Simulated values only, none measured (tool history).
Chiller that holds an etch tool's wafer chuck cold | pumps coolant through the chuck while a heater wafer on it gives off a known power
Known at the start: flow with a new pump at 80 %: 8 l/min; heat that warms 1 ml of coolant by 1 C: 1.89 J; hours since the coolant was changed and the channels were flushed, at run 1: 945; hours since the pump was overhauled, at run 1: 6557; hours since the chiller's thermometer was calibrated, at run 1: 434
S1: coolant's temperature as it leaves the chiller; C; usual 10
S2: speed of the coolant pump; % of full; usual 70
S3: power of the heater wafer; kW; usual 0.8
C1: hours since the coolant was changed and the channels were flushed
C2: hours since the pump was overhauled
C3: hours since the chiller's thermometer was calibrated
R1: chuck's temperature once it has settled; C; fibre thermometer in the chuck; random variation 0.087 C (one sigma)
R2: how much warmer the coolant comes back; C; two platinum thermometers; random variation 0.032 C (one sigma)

{"run": 1, "hour": 0.0, "S1": 10, "S2": 70, "S3": 0.8, "C1": 945, "C2": 6557, "C3": 434, "R1": 20.33, "R2": 4.19}
{"run": 2, "hour": 130.3, "S1": 10, "S2": 70, "S3": 0.8, "C1": 1076, "C2": 6688, "C3": 565, "R1": 20.15, "R2": 4.26}
{"run": 3, "hour": 285.4, "S1": 10, "S2": 70, "S3": 0.8, "C1": 1231, "C2": 6843, "C3": 720, "R1": 20.42, "R2": 4.29}
{"run": 4, "hour": 418.0, "S1": 10, "S2": 70, "S3": 0.8, "C1": 1363, "C2": 6975, "C3": 852, "R1": 20.19, "R2": 4.25}
{"run": 5, "hour": 596.9, "S1": 10, "S2": 70, "S3": 0.8, "C1": 1542, "C2": 7154, "C3": 1031, "R1": 20.34, "R2": 4.23}
{"run": 6, "hour": 753.2, "S1": 10, "S2": 70, "S3": 0.8, "C1": 1699, "C2": 7311, "C3": 1188, "R1": 20.53, "R2": 4.36}
{"run": 7, "hour": 908.7, "S1": 10, "S2": 70, "S3": 0.936, "C1": 1854, "C2": 7466, "C3": 1343, "R1": 22.17, "R2": 5.03}
{"run": 8, "hour": 1038.7, "S1": 10, "S2": 70, "S3": 0.936, "C1": 1984, "C2": 7596, "C3": 1473, "R1": 22.2, "R2": 5.05}
{"run": 9, "hour": 1174.8, "S1": 10, "S2": 62, "S3": 0.8, "C1": 2120, "C2": 7732, "C3": 1609, "R1": 21.34, "R2": 4.94}
{"run": 10, "hour": 1357.3, "S1": 10, "S2": 62, "S3": 0.8, "C1": 2303, "C2": 7915, "C3": 1792, "R1": 21.31, "R2": 4.98}
{"run": 11, "hour": 1439.3, "S1": 10, "S2": 62, "S3": 0.8, "C1": 2385, "C2": 7997, "C3": 1874, "R1": 21.35, "R2": 5.05}
{"run": 12, "hour": 1623.3, "S1": 18, "S2": 70, "S3": 0.8, "C1": 2569, "C2": 8181, "C3": 2058, "R1": 28.65, "R2": 4.38}
{"run": 13, "hour": 1796.7, "S1": 18, "S2": 70, "S3": 0.8, "C1": 2742, "C2": 8354, "C3": 2231, "R1": 28.57, "R2": 4.42}
{"run": 14, "hour": 1888.9, "S1": 15, "S2": 70, "S3": 0.8, "C1": 2834, "C2": 8446, "C3": 2323, "R1": 25.76, "R2": 4.4}
{"run": 15, "hour": 2024.1, "S1": 15, "S2": 70, "S3": 0.8, "C1": 2969, "C2": 8582, "C3": 2458, "R1": 25.79, "R2": 4.39}
{"run": 16, "hour": 2199.1, "S1": 16, "S2": 73, "S3": 0.847, "C1": 3144, "C2": 8757, "C3": 2633, "R1": 27.22, "R2": 4.48}
{"run": 17, "hour": 2287.8, "S1": 16, "S2": 73, "S3": 0.847, "C1": 3233, "C2": 8845, "C3": 2722, "R1": 27.12, "R2": 4.5}
{"run": 18, "hour": 2413.1, "S1": 9, "S2": 88, "S3": 0.737, "C1": 3358, "C2": 8971, "C3": 2847, "R1": 17.77, "R2": 3.23}
{"run": 19, "hour": 2541.3, "S1": 2, "S2": 74, "S3": 0.809, "C1": 3487, "C2": 9099, "C3": 2976, "R1": 12.64, "R2": 4.23}
{"run": 20, "hour": 2684.9, "S1": 5, "S2": 70, "S3": 0.757, "C1": 3630, "C2": 9242, "C3": 3119, "R1": 15.53, "R2": 4.17}
{"hour": 2731.5, "done": "coolant pump overhauled"}
{"run": 21, "hour": 2808.5, "S1": 5, "S2": 70, "S3": 0.757, "C1": 3749, "C2": 77, "C3": 3238, "R1": 14.28, "R2": 3.47}
{"run": 22, "hour": 2987.1, "S1": 17, "S2": 70, "S3": 0.757, "C1": 3927, "C2": 256, "C3": 3416, "R1": 26.27, "R2": 3.43}
{"run": 23, "hour": 3149.1, "S1": 17, "S2": 82, "S3": 0.943, "C1": 4089, "C2": 418, "C3": 3578, "R1": 27.72, "R2": 3.57}
{"run": 24, "hour": 3270.4, "S1": 10, "S2": 70, "S3": 0.763, "C1": 4211, "C2": 539, "C3": 3700, "R1": 19.53, "R2": 3.51}
{"run": 25, "hour": 3397.5, "S1": 10, "S2": 84, "S3": 0.763, "C1": 4338, "C2": 666, "C3": 3827, "R1": 18.45, "R2": 2.88}
{"run": 26, "hour": 3509.3, "S1": 10, "S2": 84, "S3": 0.763, "C1": 4450, "C2": 778, "C3": 3939, "R1": 18.5, "R2": 2.85}
{"run": 27, "hour": 3625.4, "S1": 1, "S2": 85, "S3": 0.527, "C1": 4566, "C2": 894, "C3": 4055, "R1": 6.81, "R2": 1.93}
{"run": 28, "hour": 3732.5, "S1": 3, "S2": 70, "S3": 0.415, "C1": 4673, "C2": 1001, "C3": 4162, "R1": 7.83, "R2": 1.93}
{"run": 29, "hour": 3899.1, "S1": 10, "S2": 60, "S3": 1.084, "C1": 4839, "C2": 1168, "C3": 4328, "R1": 25.37, "R2": 6.02}
{"run": 30, "hour": 4029.0, "S1": 19, "S2": 61, "S3": 0.463, "C1": 4969, "C2": 1297, "C3": 4458, "R1": 25.03, "R2": 2.54}

Measured less the same run without the tool's hidden state. The same run-to-run variation is in both; the gauge's scatter may not be:
The hidden state here: heat passed by the chuck's channels, % of clean ones'; flow at a given pump speed, % of a new pump's; coolant's true temperature over the reading, C; drift of the gauge itself on chuck_c, C; drift of the gauge itself on warmer_back_c, C.
run=1 R1=+0.95 R2=+0.54
run=2 R1=+0.99 R2=+0.56
run=3 R1=+1.03 R2=+0.57
run=4 R1=+1.06 R2=+0.58
run=5 R1=+1.11 R2=+0.59
run=6 R1=+1.15 R2=+0.61
run=7 R1=+1.43 R2=+0.74
run=8 R1=+1.47 R2=+0.75
run=9 R1=+1.4 R2=+0.75
run=10 R1=+1.46 R2=+0.77
run=11 R1=+1.49 R2=+0.79
run=12 R1=+1.41 R2=+0.71
run=13 R1=+1.46 R2=+0.72
run=14 R1=+1.5 R2=+0.73
run=15 R1=+1.54 R2=+0.75
run=16 R1=+1.67 R2=+0.78
run=17 R1=+1.7 R2=+0.79
run=18 R1=+1.27 R2=+0.57
run=19 R1=+1.68 R2=+0.76
run=20 R1=+1.66 R2=+0.77
run=21 R1=+0.53 R2=-0.03
run=22 R1=+0.58 R2=-0.01
run=23 R1=+0.79 R2=+0
run=24 R1=+0.65 R2=+0.01
run=25 R1=+0.59 R2=+0.01
run=26 R1=+0.62 R2=+0.02
run=27 R1=+0.28 R2=+0.02
run=28 R1=+0.17 R2=+0.03
run=29 R1=+1.59 R2=+0.09
run=30 R1=+0.36 R2=+0.05

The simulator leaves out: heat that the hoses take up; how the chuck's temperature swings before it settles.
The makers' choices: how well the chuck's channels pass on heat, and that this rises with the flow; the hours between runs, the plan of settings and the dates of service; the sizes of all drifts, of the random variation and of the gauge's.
